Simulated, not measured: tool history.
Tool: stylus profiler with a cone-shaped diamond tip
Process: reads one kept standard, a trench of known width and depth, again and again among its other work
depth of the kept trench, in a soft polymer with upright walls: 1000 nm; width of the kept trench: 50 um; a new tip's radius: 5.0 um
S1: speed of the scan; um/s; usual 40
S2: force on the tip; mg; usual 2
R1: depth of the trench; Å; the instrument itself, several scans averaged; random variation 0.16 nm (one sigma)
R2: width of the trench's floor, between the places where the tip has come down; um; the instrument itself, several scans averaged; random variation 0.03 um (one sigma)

run	day	S1	S2	R1	R2
1	0	40	2	10120.5	43.81
2	2.871	40	2	10118.4	43.5
3	5.783	40	2	10115.4	43.14
4	10.983	40	2	10116.3	42.66
5	15.929	40	2	10117.7	42.14
6	18.75	40	2	10116	41.91
7	21.479	40	2	10111	41.61
8	26.171	31	2	10110.8	41.24
9	29.075	31	2	10110.3	41.05
10	31.892	31	1.63	10096.4	40.79
11	36.971	31	1.63	10093.2	40.55
12	41.179	31	1.63	10091.7	40.18
13	44.125	31	1.63	10093.5	39.99
14	47.804	12	1.63	10093.4	39.8
15	50.2	92	2	10103.8	39.46
16	54.662	40	2	10104.9	39.27
17	57.779	40	2	10102.2	39.11
18	61.892	11	2	10099.1	38.91
# day 66.362: new tip fitted, height scale calibrated
19	66.362	11	2	10119.4	43.92
20	69.325	11	2	10118.7	43.52
21	72.988	21	2	10114.2	43.19
22	75.467	21	2	10112.8	42.97
23	79.388	16	2	10116.2	42.61
# day 79.733: height scale calibrated on a step standard
24	83.112	47	0.69	10055.9	42.06
25	86.546	47	1.06	10071.1	41.88
26	91.971	36	0.89	10062.6	41.44
# day 96.483: height scale calibrated on a step standard, once more
27	96.867	56	4.7	10193	41.01
28	101.308	56	4.7	10194.1	40.71
29	105.612	74	1.01	10065.6	40.26
30	109.35	105	2	10104.7	39.95
31	113.9	105	2.68	10130.7	39.63
32	116.521	68	1.11	10064.5	39.49
33	120.967	75	1.73	10090.1	39.15
34	125.896	75	1.73	10088.6	38.86
35	128.946	46	2.01	10101.4	38.73
# day 132.746: new tip fitted, height scale calibrated
36	132.796	40	3.21	10152.2	43.91
37	137.375	40	3.21	10150.7	43.36
38	142.517	42	1.93	10105.5	42.86
39	147.246	40	3.6	10160.6	42.42
40	151.592	40	3.6	10157.7	42
41	155.338	75	1.35	10080.1	41.54
42	159.488	122	1.48	10081.3	41.07
43	163.983	12	1.48	10081.5	41.02
44	168.588	15	1.44	10078.8	40.6
45	173.146	138	1.16	10063.3	39.97
46	178.567	138	1.16	10062.1	39.53

Measured less the same run without the tool's hidden state. The same run-to-run variation is in both; the gauge's scatter may not be:
The hidden state here: radius of the tip, um; height scale over the true one, %; drift of the gauge itself on depth_nm, %; drift of the gauge itself on floor_um, %.
run	R1	R2
1	+7.2	-0.1
2	+6.4	-0.42
3	+5.5	-0.77
4	+4	-1.31
5	+2.5	-1.77
6	+1.5	-2.01
7	+0.6	-2.24
8	-0.8	-2.65
9	-1.7	-2.87
10	-2.4	-3.09
11	-4.1	-3.43
12	-5.4	-3.75
13	-6.3	-3.96
14	-7.4	-4.16
15	-7.9	-4.35
16	-9.4	-4.62
17	-10.4	-4.83
18	-11.8	-5.07
19	+3.9	-0.04
20	+3	-0.4
21	+2	-0.79
22	+1.3	-1.02
23	+0.1	-1.4
24	-0.9	-1.73
25	-2.1	-2.03
26	-3.5	-2.48
27	-4	-2.88
28	-5.3	-3.19
29	-6.5	-3.53
30	-7.6	-3.81
31	-9	-4.13
32	-9.7	-4.32
33	-11	-4.64
34	-12.6	-4.96
35	-13.5	-5.14
36	-2.4	+0
37	-3.8	-0.53
38	-5.3	-1.06
39	-6.7	-1.49
40	-8	-1.91
41	-9	-2.22
42	-10.4	-2.6
43	-11.8	-2.97
44	-13.1	-3.32
45	-14.4	-3.65
46	-16.1	-4.05

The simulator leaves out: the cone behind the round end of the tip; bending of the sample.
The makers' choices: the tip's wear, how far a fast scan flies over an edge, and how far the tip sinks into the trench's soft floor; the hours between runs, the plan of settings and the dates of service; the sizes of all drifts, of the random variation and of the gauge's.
